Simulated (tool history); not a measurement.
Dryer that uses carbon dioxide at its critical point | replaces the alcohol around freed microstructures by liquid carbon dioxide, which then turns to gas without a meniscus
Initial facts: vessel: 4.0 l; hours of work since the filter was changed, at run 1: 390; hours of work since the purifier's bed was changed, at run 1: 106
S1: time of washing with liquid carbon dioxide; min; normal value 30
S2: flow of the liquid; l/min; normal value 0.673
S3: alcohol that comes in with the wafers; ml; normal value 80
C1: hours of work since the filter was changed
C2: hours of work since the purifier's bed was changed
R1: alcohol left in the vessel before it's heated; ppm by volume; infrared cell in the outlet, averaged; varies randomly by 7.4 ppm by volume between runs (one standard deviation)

run   hour  S1     S2  S3   C1   C2    R1
  1      0  30  0.673  80  390  106   460
  2    8.4  30  0.673  65  393  109   385
  3   13.1  30  0.673  80  394  111   446
  4   23.4  30  0.673  80  398  115   459
  5   31.5  30  0.673  80  401  118   444
  6   38.1  30  0.673  80  403  120   453
  7   46.5  30  0.673  80  406  123   466
  8   54.6  30  0.456  80  409  126  1518
  9   59.4  30  0.456  80  411  128  1591
 10   66.6  30  0.456  80  414  130  1547
 11   74.6  30  0.456  80  416  133  1507
 12   83.2  30  0.456  80  419  136  1574
 13     94  28  0.673  80  423  140   595
 14   99.3  28  0.673  80  425  142   586
 15  103.9  28  0.673  80  427  144   596
 16  108.5  28  0.673  80  428  145   600
 17  115.7  28  0.673  80  431  148   586
 18  123.6  28  0.673  80  434  151   612
 19  128.9  30  0.673  80  436  152   478
 20  139.3  30  0.802  80  439  156   233
 21  149.6  30  0.802  80  443  160   251
 22  159.9  30  0.802  80  447  163   248
 23  166.3  19  1.119  70  449  166   332
 24  173.6  30  0.754  24  452  168   123
 25  179.1  24  0.826  24  454  170   170
 26  184.8  23  0.673  57  456  172   789
 27  191.4  23  0.673  57  458  175   804
 28  200.9  45  0.673  80  461  178   107
 29  209.7  20  1.072  34  465  181   175
 30  219.1  20  0.679  25  468  185   521
 31  227.7  32  0.679  36  471  188   187
 32  233.6  30  0.883  80  473  190   162
 33  238.9  22  0.982  75  475  192   352
 34    249  22  0.982  75  479  195   354
 35  253.8  22  0.982  75  480  197   347
 36  258.9  22  0.982  75  482  199   343
 37  269.3  41  0.977  62  486  202    49

Below are 5 alternative next runs, each starting from the tool's condition after run 37. Predict each:
  A  277.9  21  0.755  70  489  206   ?
  B  277.9  41  0.977  45  489  206   ?
  C  277.9  35  0.406  28  489  206   ?
  D  277.9  25  0.977  39  489  206   ?
  E  277.9  41  0.646  62  489  206   ?

run   R1
  A  923
  B   50
  C  545
  D  136
  E  152
Stripped of hidden state, with their random variation kept, the same runs would have yielded:
run   R1
  A  750
  B   12
  C  438
  D   77
  E   89
